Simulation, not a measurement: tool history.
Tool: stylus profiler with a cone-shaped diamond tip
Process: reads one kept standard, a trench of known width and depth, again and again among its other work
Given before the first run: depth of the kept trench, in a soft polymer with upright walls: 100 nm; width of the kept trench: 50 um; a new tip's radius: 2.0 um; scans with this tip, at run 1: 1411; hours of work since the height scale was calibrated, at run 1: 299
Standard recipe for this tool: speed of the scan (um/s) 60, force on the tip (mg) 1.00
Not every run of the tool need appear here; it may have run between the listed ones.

run,hour,speed of the scan (um/s),force on the tip (mg),scans with this tip,hours of work since the height scale was calibrated,depth of the trench (nm),width of the trench's floor (µm)
1,0.0,60,1.00,1411,299,100.59,48.32
2,9.7,60,1.00,1444,306,100.63,48.28
3,20.4,60,1.00,1481,314,100.59,48.31
4,37.4,60,1.00,1538,326,100.60,48.32
5,47.6,60,0.64,1573,333,100.39,48.21
6,57.5,60,0.64,1606,341,100.41,48.22
7,64.7,60,0.64,1631,346,100.42,48.21
8,78.8,60,0.64,1679,356,100.37,48.22
9,90.1,60,0.71,1717,364,100.45,48.24
10,102.5,60,0.71,1759,373,100.38,48.19
11,119.6,60,0.71,1817,385,100.37,48.20
12,133.9,60,0.71,1865,396,100.41,48.20
13,146.9,60,0.71,1909,405,100.39,48.22
14,161.1,60,1.02,1957,415,100.59,48.26
15,169.9,16,1.02,1987,421,100.63,48.54
16,185.5,126,1.00,2040,433,100.59,47.83
17,195.7,126,1.00,2075,440,100.62,47.84
18,208.8,93,1.00,2119,449,100.57,48.05
19,217.9,93,1.00,2150,456,100.56,48.02
20,231.8,93,1.00,2197,466,100.50,48.05
21,239.8,93,1.00,2224,472,100.54,48.05
22,249.3,93,1.00,2256,478,100.55,48.05
23,258.3,49,0.57,2287,485,100.33,48.24
24,274.4,173,0.47,2341,496,100.30,46.98
25,289.2,52,1.86,2392,507,100.95,48.41

The next listed run, before its measurement:
26,298.3,52,1.86,2423,514,?,?

depth of the trench (nm): 100.87
width of the trench's floor (µm): 48.42
Were there no unlogged condition in the tool, this run, its random variation unchanged, would have produced depth of the trench (nm) 101.04, width of the trench's floor (µm) 48.53.
